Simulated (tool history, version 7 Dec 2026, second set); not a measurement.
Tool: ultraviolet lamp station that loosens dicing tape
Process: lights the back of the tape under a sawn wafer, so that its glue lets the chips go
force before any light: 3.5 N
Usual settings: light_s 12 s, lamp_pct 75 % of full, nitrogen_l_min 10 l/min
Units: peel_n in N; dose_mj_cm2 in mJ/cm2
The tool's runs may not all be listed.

run     day  light_s  lamp_pct  nitrogen_l_min  peel_n  dose_mj_cm2
  1   0.000       12        75              10   0.171          181
  2   1.962       12        75              20   0.138          176
  3   4.571       12        75              15   0.147          176
  4   8.075       12        75              15   0.157          171
     10.392  -- window cleaned of glue's vapour
  5  10.971       12        75              15   0.193          154
  6  14.675       12        75              10   0.242          144
  7  18.221       12        75               8   0.302          142
  8  21.888       16        75              10   0.176          174
  9  25.238       21        75              10   0.142          223
 10  27.942       21        75              10   0.126          225
     28.792  -- window cleaned of glue's vapour, once more
 11  31.133       12        75              15   0.143          181
 12  34.029       12        75              10   0.191          175
 13  35.817       12        75              10   0.191          171
 14  38.362       12        75              10   0.197          163
 15  41.733       12        75              10   0.209          163
 16  45.212       12        75              10   0.232          156
 17  47.938       12        75              10   0.232          153
 18  50.596       17        78               7   0.166          214
 19  53.012       12        78               7   0.289          149
 20  56.012       12        78              18   0.198          145
 21  57.946       11        87               6   0.366          144
 22  61.192       11        87               6   0.368          138
     61.575  -- lamp changed
     61.596  -- window cleaned of glue's vapour
 23  62.862        8        61               8   0.478          110
 24  66.108       22        63               5   0.129          302
 25  68.488       22        63               5   0.137          298
 26  70.571       17        87               9   0.120          317
 27  73.212       23        75               3   0.127          357
 28  76.525       23        75               3   0.134          352
 29  78.192       10        75               3   0.528          147
 30  79.921       12        76               7   0.217          176
 31  82.317       12        76               7   0.223          176
 32  85.679       23        84              20   0.110          357
 33  88.358       12        67              17   0.189          142
 34  90.633       12        67              17   0.217          141

Forecast each of these 3 alternatives for the next run:
  A  92.883       20        74              17       ?            ?
  B  92.883       23        62               3       ?            ?
  C  92.883        7        67              10       ?            ?

run  peel_n  dose_mj_cm2
  A   0.115          258
  B   0.206          246
  C   0.652           79
Without the tool's hidden state the same runs would have given:
run  peel_n  dose_mj_cm2
  A   0.111          347
  B   0.133          331
  C   0.395          107

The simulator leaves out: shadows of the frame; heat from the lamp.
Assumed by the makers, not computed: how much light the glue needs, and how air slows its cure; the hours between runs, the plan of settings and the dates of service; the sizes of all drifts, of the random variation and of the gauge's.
